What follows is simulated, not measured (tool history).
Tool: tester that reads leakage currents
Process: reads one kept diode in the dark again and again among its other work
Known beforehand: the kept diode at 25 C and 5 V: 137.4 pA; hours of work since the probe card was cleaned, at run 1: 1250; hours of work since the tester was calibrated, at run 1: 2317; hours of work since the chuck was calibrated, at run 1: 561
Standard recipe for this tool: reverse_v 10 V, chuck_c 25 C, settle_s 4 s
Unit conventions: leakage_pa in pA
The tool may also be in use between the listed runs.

| run | hour | reverse_v | chuck_c | settle_s | hours of work since the probe card was cleaned | hours of work since the tester was calibrated | hours of work since the chuck was calibrated | leakage_pa |
|---|---|---|---|---|---|---|---|---|
| 1 | 0 | 10 | 25 | 4 | 1250 | 2317 | 561 | 193.03 |
| 2 | 245.3 | 10 | 25 | 4 | 1413 | 2480 | 724 | 193.34 |
| 3 | 471.1 | 10 | 25 | 4 | 1562 | 2630 | 874 | 192.13 |
| 4 | 760 | 10 | 25 | 4 | 1754 | 2821 | 1065 | 191.81 |
| 5 | 910.4 | 10 | 25 | 4 | 1854 | 2921 | 1165 | 191.82 |
| 6 | 1182.5 | 10 | 25 | 4 | 2034 | 3101 | 1345 | 191.25 |
|  | 1249.3 | probe card cleaned and baked |
| 7 | 1302.6 | 10 | 25 | 4 | 35 | 3179 | 1423 | 174.95 |
| 8 | 1522.6 | 10 | 25 | 4 | 181 | 3325 | 1569 | 175.59 |
| 9 | 1760.6 | 10 | 25 | 4 | 339 | 3483 | 1727 | 174.87 |
|  | 1784.1 | chuck's temperature calibrated |
|  | 1867.9 | tester calibrated |
| 10 | 1884.4 | 10 | 25 | 4 | 419 | 11 | 65 | 189.42 |
| 11 | 2059.9 | 10 | 25 | 3 | 535 | 127 | 182 | 187.85 |
| 12 | 2240.5 | 5.5 | 36 | 2.13 | 655 | 247 | 301 | 308.19 |
| 13 | 2508.4 | 1.2 | 56 | 4 | 832 | 425 | 479 | 544.82 |
| 14 | 2796.1 | 9.3 | 56 | 4 | 1023 | 616 | 670 | 1445.03 |
| 15 | 2994.4 | 10 | 25 | 0.34 | 1155 | 747 | 801 | 189.95 |
|  | 3012.5 | tester calibrated, once more |
| 16 | 3225.1 | 10 | 49 | 4 | 1307 | 141 | 953 | 986.46 |
| 17 | 3511.1 | 4 | 21 | 0.48 | 1496 | 331 | 1143 | 91.4 |
| 18 | 3768.1 | 4 | 21 | 0.48 | 1667 | 501 | 1313 | 90.77 |
| 19 | 4010.2 | 3.3 | 36 | 0.48 | 1827 | 662 | 1474 | 238.33 |
| 20 | 4284.6 | 9.9 | 25 | 4 | 2009 | 844 | 1656 | 190.99 |
|  | 4386 | probe card cleaned and baked |
|  | 4429.5 | chuck's temperature calibrated |
| 21 | 4429.9 | 2.1 | 32 | 4 | 28 | 937 | 0 | 150.76 |
| 22 | 4564.8 | 7.6 | 25 | 4 | 117 | 1026 | 90 | 167.66 |

Each row is a separate what-if for the run after 22, all from the same tool condition, not one after another. Results?
| A | 4805.6 | 7.6 | 25 | 0.45 | 277 | 1186 | 249 | ? |
| B | 4805.6 | 1.2 | 34 | 4 | 277 | 1186 | 249 | ? |
| C | 4805.6 | 8.9 | 29 | 4 | 277 | 1186 | 249 | ? |
| D | 4805.6 | 7.6 | 45 | 6.67 | 277 | 1186 | 249 | ? |

| run | leakage_pa |
|---|---|
| A | 167.5 |
| B | 132.04 |
| C | 239.03 |
| D | 676.7 |
With no hidden state in the tool, these same runs would have given:
| run | leakage_pa |
|---|---|
| A | 169.03 |
| B | 134.3 |
| C | 241.64 |
| D | 687.47 |
